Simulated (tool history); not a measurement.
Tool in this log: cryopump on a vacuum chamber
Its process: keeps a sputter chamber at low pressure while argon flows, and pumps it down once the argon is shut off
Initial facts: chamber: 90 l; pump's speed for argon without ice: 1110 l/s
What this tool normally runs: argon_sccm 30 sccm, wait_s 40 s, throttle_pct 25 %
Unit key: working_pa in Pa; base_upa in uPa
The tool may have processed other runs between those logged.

run	hour	argon_sccm	wait_s	throttle_pct	working_pa	base_upa
1	0.0	30	40	25	0.1860	4.66
2	107.0	40	40	25	0.2489	4.97
3	203.1	40	40	25	0.2479	5.08
4	275.5	40	40	25	0.2508	5.22
5	363.3	40	40	25	0.2508	5.37
6	447.0	40	40	25	0.2520	5.57
# hour 501.8: leaking fittings of the chamber tightened, without venting
7	541.3	40	40	25	0.2516	2.24
8	625.1	19	40	25	0.1196	2.38
9	676.6	15	26	17	0.1378	3.48
10	758.7	15	26	17	0.1393	3.58
11	865.1	15	26	17	0.1394	3.84

Estimate the outcome of run 12 from the log above:
12	944.6	22	53	16	?	?

{"run 12": {"working_pa": 0.2164, "base_upa": 2.6}}
Minus the tool's unlogged condition, the same run would have read working_pa 0.2098 Pa, base_upa 1.66 uPa.
